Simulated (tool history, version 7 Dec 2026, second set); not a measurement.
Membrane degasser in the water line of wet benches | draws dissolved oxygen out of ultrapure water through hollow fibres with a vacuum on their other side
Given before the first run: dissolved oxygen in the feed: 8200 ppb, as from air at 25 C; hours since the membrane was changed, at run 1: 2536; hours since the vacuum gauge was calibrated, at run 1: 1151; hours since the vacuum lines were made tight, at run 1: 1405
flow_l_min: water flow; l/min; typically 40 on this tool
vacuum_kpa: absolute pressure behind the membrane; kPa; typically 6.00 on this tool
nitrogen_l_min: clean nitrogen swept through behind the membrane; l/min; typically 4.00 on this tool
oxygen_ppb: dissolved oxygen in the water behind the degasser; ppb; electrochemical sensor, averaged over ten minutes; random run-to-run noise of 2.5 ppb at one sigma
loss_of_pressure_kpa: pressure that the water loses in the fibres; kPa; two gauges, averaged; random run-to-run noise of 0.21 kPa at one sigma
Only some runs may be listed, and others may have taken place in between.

| run | hour | flow_l_min | vacuum_kpa | nitrogen_l_min | hours since the membrane was changed | hours since the vacuum gauge was calibrated | hours since the vacuum lines were made tight | oxygen_ppb | loss_of_pressure_kpa |
|---|---|---|---|---|---|---|---|---|---|
| 1 | 0.0 | 40 | 6.00 | 4.00 | 2536 | 1151 | 1405 | 256.0 | 48.57 |
| 2 | 46.3 | 40 | 6.00 | 4.00 | 2583 | 1198 | 1452 | 256.0 | 48.47 |
| 3 | 81.3 | 40 | 6.00 | 4.00 | 2618 | 1233 | 1487 | 257.0 | 48.29 |
| 4 | 142.3 | 40 | 6.00 | 4.00 | 2679 | 1294 | 1548 | 256.3 | 48.43 |
| 5 | 179.2 | 40 | 6.00 | 4.00 | 2715 | 1331 | 1585 | 253.6 | 48.34 |
| 6 | 252.9 | 40 | 6.00 | 4.00 | 2789 | 1404 | 1658 | 253.8 | 48.17 |
| 7 | 324.0 | 40 | 6.00 | 4.00 | 2860 | 1475 | 1729 | 252.4 | 48.12 |
|  | 328.9 | vacuum gauge calibrated |
| 8 | 374.1 | 40 | 6.00 | 4.00 | 2910 | 45 | 1779 | 257.0 | 48.35 |
| 9 | 441.6 | 30 | 6.00 | 4.00 | 2977 | 113 | 1847 | 174.5 | 36.34 |
| 10 | 491.1 | 30 | 6.00 | 4.00 | 3027 | 162 | 1896 | 171.5 | 36.21 |
| 11 | 564.5 | 30 | 6.00 | 4.00 | 3100 | 236 | 1969 | 175.6 | 36.26 |
| 12 | 622.5 | 30 | 6.00 | 4.00 | 3158 | 294 | 2027 | 170.1 | 36.31 |
| 13 | 671.6 | 39 | 8.60 | 3.27 | 3207 | 343 | 2077 | 324.6 | 47.29 |
|  | 711.6 | vacuum gauge calibrated, once more |
| 14 | 735.1 | 26 | 3.83 | 3.27 | 3270 | 24 | 2140 | 108.2 | 31.63 |
| 15 | 770.5 | 26 | 3.83 | 3.27 | 3306 | 59 | 2175 | 109.1 | 31.59 |
| 16 | 812.8 | 40 | 4.73 | 10.28 | 3348 | 101 | 2217 | 208.0 | 48.67 |
| 17 | 872.1 | 44 | 12.42 | 1.97 | 3407 | 161 | 2277 | 623.9 | 53.47 |
| 18 | 931.2 | 40 | 6.00 | 1.82 | 3466 | 220 | 2336 | 318.2 | 48.46 |
| 19 | 987.8 | 40 | 6.00 | 1.82 | 3523 | 276 | 2392 | 328.3 | 48.41 |
| 20 | 1036.2 | 40 | 6.00 | 1.82 | 3571 | 325 | 2441 | 326.5 | 48.59 |
| 21 | 1091.4 | 58 | 9.31 | 7.20 | 3627 | 380 | 2496 | 417.5 | 70.50 |
| 22 | 1162.5 | 38 | 4.27 | 4.00 | 3698 | 451 | 2567 | 200.3 | 46.19 |
| 23 | 1232.3 | 30 | 6.74 | 2.34 | 3768 | 521 | 2637 | 224.1 | 36.28 |

Describe how what the log doesn't record of the tool's condition differs between the last listed run preceding each entry between runs and the first listed run following it.
Runs 7 to 8: vacuum gauge calibrated (hour 328.9)
  true pressure behind the membrane over the reading, kPa: 0.04 -> 0.06
  measured result minus the result with no hidden state, oxygen_ppb: +8.4 -> +9.3 ppb; loss_of_pressure_kpa: +0.52 -> +0.53 kPa
Runs 13 to 14: vacuum gauge calibrated, once more (hour 711.6)
  true pressure behind the membrane over the reading, kPa: 0.06 -> 0.03; air that leaks in behind the membrane, l/min: 0.0067 -> 0.0068
  measured result minus the result with no hidden state, oxygen_ppb: +10.1 -> +5.8 ppb; loss_of_pressure_kpa: +0.57 -> +0.39 kPa
